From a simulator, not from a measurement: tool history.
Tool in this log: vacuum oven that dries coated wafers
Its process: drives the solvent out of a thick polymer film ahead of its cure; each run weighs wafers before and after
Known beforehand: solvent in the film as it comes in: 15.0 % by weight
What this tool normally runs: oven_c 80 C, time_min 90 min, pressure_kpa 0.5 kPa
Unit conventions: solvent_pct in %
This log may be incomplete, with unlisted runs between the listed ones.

{"run": 1, "hour": 0.0, "oven_c": 80, "time_min": 90, "pressure_kpa": 0.5, "solvent_pct": 0.95}
{"run": 2, "hour": 59.2, "oven_c": 94, "time_min": 90, "pressure_kpa": 0.5, "solvent_pct": 0.28}
{"run": 3, "hour": 88.1, "oven_c": 94, "time_min": 90, "pressure_kpa": 0.5, "solvent_pct": 0.35}
{"run": 4, "hour": 147.5, "oven_c": 94, "time_min": 90, "pressure_kpa": 0.5, "solvent_pct": 0.33}
{"run": 5, "hour": 181.5, "oven_c": 80, "time_min": 90, "pressure_kpa": 0.5, "solvent_pct": 0.94}
{"run": 6, "hour": 231.1, "oven_c": 89, "time_min": 90, "pressure_kpa": 0.5, "solvent_pct": 0.37}
{"run": 7, "hour": 268.4, "oven_c": 80, "time_min": 90, "pressure_kpa": 1.21, "solvent_pct": 1.65}
{"run": 8, "hour": 334.3, "oven_c": 80, "time_min": 90, "pressure_kpa": 1.21, "solvent_pct": 1.72}
{"run": 9, "hour": 385.5, "oven_c": 80, "time_min": 90, "pressure_kpa": 1.21, "solvent_pct": 1.69}
{"run": 10, "hour": 440.4, "oven_c": 80, "time_min": 90, "pressure_kpa": 1.21, "solvent_pct": 1.68}
{"run": 11, "hour": 506.1, "oven_c": 80, "time_min": 90, "pressure_kpa": 0.623, "solvent_pct": 1.11}
{"run": 12, "hour": 562.2, "oven_c": 91, "time_min": 90, "pressure_kpa": 1.043, "solvent_pct": 0.75}
{"run": 13, "hour": 596.6, "oven_c": 85, "time_min": 72, "pressure_kpa": 0.311, "solvent_pct": 0.67}
{"run": 14, "hour": 644.1, "oven_c": 77, "time_min": 144, "pressure_kpa": 0.769, "solvent_pct": 1.07}
{"run": 15, "hour": 700.1, "oven_c": 77, "time_min": 144, "pressure_kpa": 0.769, "solvent_pct": 1.1}
{"run": 16, "hour": 755.5, "oven_c": 83, "time_min": 90, "pressure_kpa": 1.97, "solvent_pct": 2.03}
{"run": 17, "hour": 812.2, "oven_c": 83, "time_min": 90, "pressure_kpa": 1.97, "solvent_pct": 1.99}
{"run": 18, "hour": 850.0, "oven_c": 91, "time_min": 70, "pressure_kpa": 0.862, "solvent_pct": 0.68}
{"run": 19, "hour": 877.3, "oven_c": 91, "time_min": 70, "pressure_kpa": 0.862, "solvent_pct": 0.67}
{"run": 20, "hour": 913.6, "oven_c": 85, "time_min": 92, "pressure_kpa": 0.89, "solvent_pct": 1.03}
{"run": 21, "hour": 965.1, "oven_c": 85, "time_min": 92, "pressure_kpa": 0.89, "solvent_pct": 0.96}
{"run": 22, "hour": 1016.6, "oven_c": 85, "time_min": 92, "pressure_kpa": 0.89, "solvent_pct": 0.92}

Alternative continuations, all from the tool just after run 22; predict every row:
{"run": "A", "hour": 1044.3, "oven_c": 85, "time_min": 92, "pressure_kpa": 0.89, "solvent_pct": "?"}
{"run": "B", "hour": 1044.3, "oven_c": 80, "time_min": 90, "pressure_kpa": 0.587, "solvent_pct": "?"}
{"run": "C", "hour": 1044.3, "oven_c": 85, "time_min": 64, "pressure_kpa": 0.89, "solvent_pct": "?"}
{"run": "D", "hour": 1044.3, "oven_c": 93, "time_min": 92, "pressure_kpa": 0.797, "solvent_pct": "?"}
{"run": "E", "hour": 1044.3, "oven_c": 85, "time_min": 47, "pressure_kpa": 0.374, "solvent_pct": "?"}

run=A solvent_pct=0.99
run=B solvent_pct=1.08
run=C solvent_pct=1.24
run=D solvent_pct=0.56
run=E solvent_pct=1.38
Had the tool no hidden state, the same runs would have come out as:
run=A solvent_pct=1.01
run=B solvent_pct=1.18
run=C solvent_pct=1.36
run=D solvent_pct=0.54
run=E solvent_pct=1.6
